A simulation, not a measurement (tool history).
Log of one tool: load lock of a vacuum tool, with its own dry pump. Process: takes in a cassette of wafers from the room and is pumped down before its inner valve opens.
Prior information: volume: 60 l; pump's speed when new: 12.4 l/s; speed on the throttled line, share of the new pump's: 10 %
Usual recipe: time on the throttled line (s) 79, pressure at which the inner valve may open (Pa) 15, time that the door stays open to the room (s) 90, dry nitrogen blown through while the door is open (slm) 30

| run | hour | time on the throttled line (s) | pressure at which the inner valve may open (Pa) | time that the door stays open to the room (s) | dry nitrogen blown through while the door is open (slm) | incoming humidity of the room's air, % | time from the closed door until the inner valve may open (s) | rise of the pressure with all valves shut (Pa/min) |
|---|---|---|---|---|---|---|---|---|
| 1 | 0.0 | 79 | 15 | 90 | 30 | 41.7 | 114.1 | 0.152 |
| 2 | 275.4 | 79 | 15 | 90 | 30 | 47.1 | 114.6 | 0.153 |
| 3 | 636.5 | 79 | 15 | 90 | 30 | 42.7 | 115.0 | 0.157 |
| 4 | 1018.8 | 79 | 15 | 90 | 30 | 43.6 | 115.2 | 0.169 |
| 5 | 1392.2 | 79 | 28 | 90 | 30 | 45.0 | 112.0 | 0.182 |
| 6 | 1792.3 | 79 | 28 | 90 | 30 | 43.6 | 112.2 | 0.188 |
| 7 | 2099.2 | 79 | 28 | 90 | 30 | 49.3 | 110.3 | 0.192 |
| 8 | 2566.5 | 52 | 15 | 90 | 30 | 43.0 | 90.5 | 0.196 |
| 9 | 2853.9 | 52 | 15 | 90 | 30 | 45.0 | 90.4 | 0.213 |
| 10 | 3298.6 | 79 | 15 | 90 | 30 | 44.4 | 114.6 | 0.219 |
| 11 | 3770.8 | 59 | 15 | 90 | 30 | 45.9 | 95.9 | 0.235 |
| 12 | 4006.6 | 59 | 15 | 90 | 30 | 44.5 | 96.4 | 0.243 |
| 13 | 4285.8 | 59 | 15 | 90 | 30 | 43.8 | 97.9 | 0.248 |
| 14 | 4619.2 | 79 | 15 | 90 | 30 | 47.0 | 115.1 | 0.256 |
| 15 | 4858.0 | 79 | 15 | 90 | 27 | 47.3 | 115.6 | 0.266 |
| 16 | 5343.4 | 79 | 15 | 90 | 29 | 48.1 | 114.6 | 0.277 |
|  | 5572.8 | door's seal changed, seat wiped |
| 17 | 5594.2 | 79 | 15 | 26 | 9 | 45.4 | 115.7 | 0.019 |
| 18 | 5810.6 | 79 | 15 | 26 | 9 | 43.0 | 115.8 | 0.023 |
| 19 | 6060.6 | 79 | 15 | 26 | 9 | 46.8 | 116.6 | 0.023 |
| 20 | 6293.1 | 79 | 15 | 26 | 9 | 45.0 | 116.7 | 0.023 |
| 21 | 6617.6 | 79 | 15 | 26 | 9 | 46.6 | 116.1 | 0.028 |
| 22 | 6975.4 | 109 | 15 | 90 | 10 | 42.8 | 142.2 | 0.038 |
| 23 | 7327.4 | 91 | 14 | 90 | 30 | 43.7 | 127.7 | 0.036 |
| 24 | 7586.9 | 123 | 23 | 63 | 30 | 47.9 | 152.9 | 0.033 |
| 25 | 7953.5 | 79 | 15 | 129 | 30 | 43.7 | 116.8 | 0.046 |
| 26 | 8371.6 | 106 | 25 | 94 | 29 | 48.1 | 137.2 | 0.038 |
| 27 | 8643.8 | 69 | 25 | 34 | 29 | 40.6 | 105.9 | 0.036 |
| 28 | 8858.8 | 70 | 21 | 34 | 28 | 45.3 | 106.3 | 0.041 |
| 29 | 9289.7 | 79 | 15 | 43 | 30 | 49.4 | 117.9 | 0.055 |

Alternative continuations, all from the tool just after run 29; predict every row:
| A | 9750.9 | 45 | 15 | 69 | 6 | 44.7 | ? | ? |
| B | 9750.9 | 63 | 15 | 43 | 7 | 42.3 | ? | ? |
| C | 9750.9 | 79 | 15 | 90 | 35 | 50.1 | ? | ? |
| D | 9750.9 | 45 | 17 | 90 | 8 | 44.7 | ? | ? |
| E | 9750.9 | 43 | 15 | 35 | 14 | 41.6 | ? | ? |

| run | time from the closed door until the inner valve may open (s) | rise of the pressure with all valves shut (Pa/min) |
|---|---|---|
| A | 86.1 | 0.068 |
| B | 102.1 | 0.062 |
| C | 115.7 | 0.060 |
| D | 85.6 | 0.063 |
| E | 84.6 | 0.059 |
With no hidden state in the tool, these same runs would have given:
| run | time from the closed door until the inner valve may open (s) | rise of the pressure with all valves shut (Pa/min) |
|---|---|---|
| A | 82.9 | 0.031 |
| B | 99.1 | 0.024 |
| C | 112.9 | 0.024 |
| D | 82.5 | 0.026 |
| E | 81.3 | 0.022 |

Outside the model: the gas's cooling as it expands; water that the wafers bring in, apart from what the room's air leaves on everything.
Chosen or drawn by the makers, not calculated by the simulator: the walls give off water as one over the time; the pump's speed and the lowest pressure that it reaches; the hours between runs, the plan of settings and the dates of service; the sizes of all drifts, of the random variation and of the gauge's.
